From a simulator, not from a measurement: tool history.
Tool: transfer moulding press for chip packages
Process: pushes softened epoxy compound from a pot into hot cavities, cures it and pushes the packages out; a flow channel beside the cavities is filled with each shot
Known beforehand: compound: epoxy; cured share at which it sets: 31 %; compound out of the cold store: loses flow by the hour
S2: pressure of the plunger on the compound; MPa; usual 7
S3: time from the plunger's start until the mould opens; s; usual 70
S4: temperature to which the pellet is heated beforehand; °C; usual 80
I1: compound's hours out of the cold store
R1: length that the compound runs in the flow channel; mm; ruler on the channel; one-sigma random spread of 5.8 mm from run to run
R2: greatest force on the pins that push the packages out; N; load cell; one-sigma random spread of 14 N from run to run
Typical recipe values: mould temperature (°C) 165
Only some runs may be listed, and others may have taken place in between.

Run 1, hour 0: usual settings; I1 40.2. Result: R1 725 mm, R2 933 N.
Run 2, hour 11.1: usual settings; I1 25.2. Result: R1 756 mm, R2 1112 N.
At hour 15.3: cavities cleaned with cleaning compound and waxed.
Run 3, hour 30.6: usual settings but mould temperature (°C) 162; I1 44.8. Result: R1 699 mm, R2 1202 N.
Run 4, hour 42.3: usual settings but S2 7.79 MPa; I1 29.9. Result: R1 772 mm, R2 1107 N.
At hour 45.7: cavities cleaned with cleaning compound and waxed.
Run 5, hour 63.5: usual settings but S2 7.79 MPa; I1 12.2. Result: R1 818 mm, R2 1046 N.
At hour 76.3: cavities cleaned with cleaning compound and waxed.
Run 6, hour 77.1: usual settings but S2 8 MPa; I1 11.5. Result: R1 841 mm, R2 717 N.
Run 7, hour 90.3: usual settings but S2 8 MPa; I1 9.8. Result: R1 830 mm, R2 1010 N.
At hour 106.5: cavities cleaned with cleaning compound and waxed.
Run 8, hour 113: usual settings but S2 6.32 MPa; I1 39.8. Result: R1 659 mm, R2 763 N.
Run 9, hour 128.5: usual settings; I1 28.5. Result: R1 722 mm, R2 1079 N.
At hour 136.2: cavities cleaned with cleaning compound and waxed.
At hour 140.8: plunger's sealing rings changed.
Run 10, hour 152.1: usual settings; I1 33.4. Result: R1 779 mm, R2 926 N.
At hour 168.8: cavities cleaned with cleaning compound and waxed.
Run 11, hour 171.7: usual settings; I1 40.1. Result: R1 764 mm, R2 666 N.
Run 12, hour 183.1: usual settings but S3 67 s; I1 31.4. Result: R1 777 mm, R2 1018 N.
Run 13, hour 195.3: usual settings but S2 7.08 MPa; I1 33. Result: R1 768 mm, R2 1089 N.
At hour 199.6: cavities cleaned with cleaning compound and waxed.
Run 14, hour 218.8: usual settings but S2 7.08 MPa; I1 27.7. Result: R1 778 mm, R2 985 N.
At hour 229.1: cavities cleaned with cleaning compound and waxed.
Run 15, hour 237.7: usual settings but S2 5.71 MPa, S3 57 s, S4 83 °C; I1 29. Result: R1 690 mm, R2 1335 N.
At hour 259.8: cavities cleaned with cleaning compound and waxed.
Run 16, hour 261.2: usual settings but S2 7.5 MPa, S3 63 s, S4 71 °C; I1 34.1. Result: R1 780 mm, R2 918 N.
Run 17, hour 283.4: usual settings but S2 7.5 MPa, S3 63 s, S4 71 °C; I1 34. Result: R1 772 mm, R2 1439 N.
At hour 289.4: cavities cleaned with cleaning compound and waxed.
Run 18, hour 298.5: usual settings but S2 7.5 MPa, S3 63 s, S4 71 °C; I1 17.8. Result: R1 820 mm, R2 1165 N.
Run 19, hour 310: usual settings; I1 34.8. Result: R1 740 mm, R2 983 N.
At hour 319.9: cavities cleaned with cleaning compound and waxed.
Run 20, hour 333.9: usual settings but S2 5.44 MPa, S3 80 s, S4 71 °C; I1 40.4. Result: R1 638 mm, R2 657 N.
At hour 351: cavities cleaned with cleaning compound and waxed.
Run 21, hour 358.8: usual settings but S2 5.44 MPa, S3 80 s, S4 71 °C; I1 17.3. Result: R1 692 mm, R2 602 N.
At hour 380.5: cavities cleaned with cleaning compound and waxed.
Run 22, hour 383: usual settings but S2 5.44 MPa, S3 80 s, S4 71 °C; I1 20. Result: R1 671 mm, R2 493 N.
Run 23, hour 400.4: usual settings but mould temperature (°C) 166, S3 66 s, S4 73 °C; I1 27.8. Result: R1 729 mm, R2 1066 N.
At hour 410.9: cavities cleaned with cleaning compound and waxed.
Run 24, hour 414.6: usual settings but S4 84 °C; I1 32. Result: R1 725 mm, R2 692 N.

Alternative continuations, all from the tool just after run 24; predict every row:
Run A, hour 435.1: usual settings but S2 7.36 MPa, S4 84 °C; I1 35.2. Result: R1 ?, R2 ?.
Run B, hour 435.1: usual settings but mould temperature (°C) 162; I1 34. Result: R1 ?, R2 ?.
Run C, hour 435.1: usual settings but mould temperature (°C) 173, S3 69 s, S4 79 °C; I1 22.4. Result: R1 ?, R2 ?.
Run D, hour 435.1: usual settings but S2 6.07 MPa, S4 84 °C; I1 13.9. Result: R1 ?, R2 ?.
Run E, hour 435.1: usual settings but S2 6.54 MPa, S4 71 °C; I1 32.1. Result: R1 ?, R2 ?.

run   R1    R2
  A  720   998
  B  714  1239
  C  723   667
  D  702  1040
  E  698  1074
What these runs would have given with no unlogged condition in the tool:
run   R1   R2
  A  791  597
  B  785  739
  C  794  393
  D  772  617
  E  767  639

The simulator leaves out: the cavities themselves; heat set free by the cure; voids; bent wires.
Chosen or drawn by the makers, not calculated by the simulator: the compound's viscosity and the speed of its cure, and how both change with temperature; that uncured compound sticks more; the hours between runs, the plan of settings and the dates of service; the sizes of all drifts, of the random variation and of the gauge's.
